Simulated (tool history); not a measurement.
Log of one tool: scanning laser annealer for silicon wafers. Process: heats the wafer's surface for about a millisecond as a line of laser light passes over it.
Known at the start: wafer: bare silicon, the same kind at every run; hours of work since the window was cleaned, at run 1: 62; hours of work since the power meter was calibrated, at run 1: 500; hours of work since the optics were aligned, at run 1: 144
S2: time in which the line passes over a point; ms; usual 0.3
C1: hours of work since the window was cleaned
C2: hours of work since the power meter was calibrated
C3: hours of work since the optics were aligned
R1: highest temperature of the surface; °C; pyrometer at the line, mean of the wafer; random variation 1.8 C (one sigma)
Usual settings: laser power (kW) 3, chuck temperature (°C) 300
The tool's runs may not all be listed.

run 1 hour=0 | laser_power_(kW)=3 S2=0.3 chuck_temperature_(°C)=300 | C1=62 C2=500 C3=144 | R1=1026
run 2 hour=15.5 | laser_power_(kW)=2.835 S2=0.3 chuck_temperature_(°C)=300 | C1=71 C2=509 C3=153 | R1=973
run 3 hour=36.7 | laser_power_(kW)=2.835 S2=0.3 chuck_temperature_(°C)=300 | C1=83 C2=521 C3=166 | R1=976
run 4 hour=51.6 | laser_power_(kW)=3 S2=0.3 chuck_temperature_(°C)=300 | C1=92 C2=530 C3=174 | R1=1026
run 5 hour=68.7 | laser_power_(kW)=3 S2=0.3 chuck_temperature_(°C)=300 | C1=101 C2=540 C3=184 | R1=1021
run 6 hour=97 | laser_power_(kW)=3 S2=0.3 chuck_temperature_(°C)=300 | C1=118 C2=556 C3=200 | R1=1021
run 7 hour=127 | laser_power_(kW)=3 S2=0.3 chuck_temperature_(°C)=300 | C1=135 C2=574 C3=218 | R1=1025
run 8 hour=155.7 | laser_power_(kW)=3 S2=0.3 chuck_temperature_(°C)=285 | C1=152 C2=590 C3=234 | R1=1009
run 9 hour=172.2 | laser_power_(kW)=3.299 S2=0.3 chuck_temperature_(°C)=300 | C1=161 C2=600 C3=244 | R1=1117
run 10 hour=198.6 | laser_power_(kW)=3.299 S2=0.3 chuck_temperature_(°C)=300 | C1=176 C2=615 C3=259 | R1=1114
run 11 hour=226.9 | laser_power_(kW)=3 S2=0.25 chuck_temperature_(°C)=300 | C1=193 C2=631 C3=275 | R1=958
run 12 hour=249.4 | laser_power_(kW)=3 S2=0.321 chuck_temperature_(°C)=300 | C1=206 C2=644 C3=288 | R1=1042
run 13 hour=277.6 | laser_power_(kW)=3 S2=0.321 chuck_temperature_(°C)=300 | C1=222 C2=660 C3=305 | R1=1040
run 14 hour=306.9 | laser_power_(kW)=3 S2=0.225 chuck_temperature_(°C)=316 | C1=239 C2=677 C3=321 | R1=942
run 15 hour=330.1 | laser_power_(kW)=3 S2=0.225 chuck_temperature_(°C)=316 | C1=252 C2=691 C3=335 | R1=940
run 16 hour=350.3 | laser_power_(kW)=2.99 S2=0.345 chuck_temperature_(°C)=300 | C1=264 C2=702 C3=346 | R1=1062

Run 17 comes next. What will it give?
run 17 hour=377.2 | laser_power_(kW)=2.99 S2=0.345 chuck_temperature_(°C)=300 | C1=279 C2=718 C3=362 | R1=?

{"run 17": {"R1": 1062}}
Without the tool's hidden state the same run would have given R1 1081 °C.
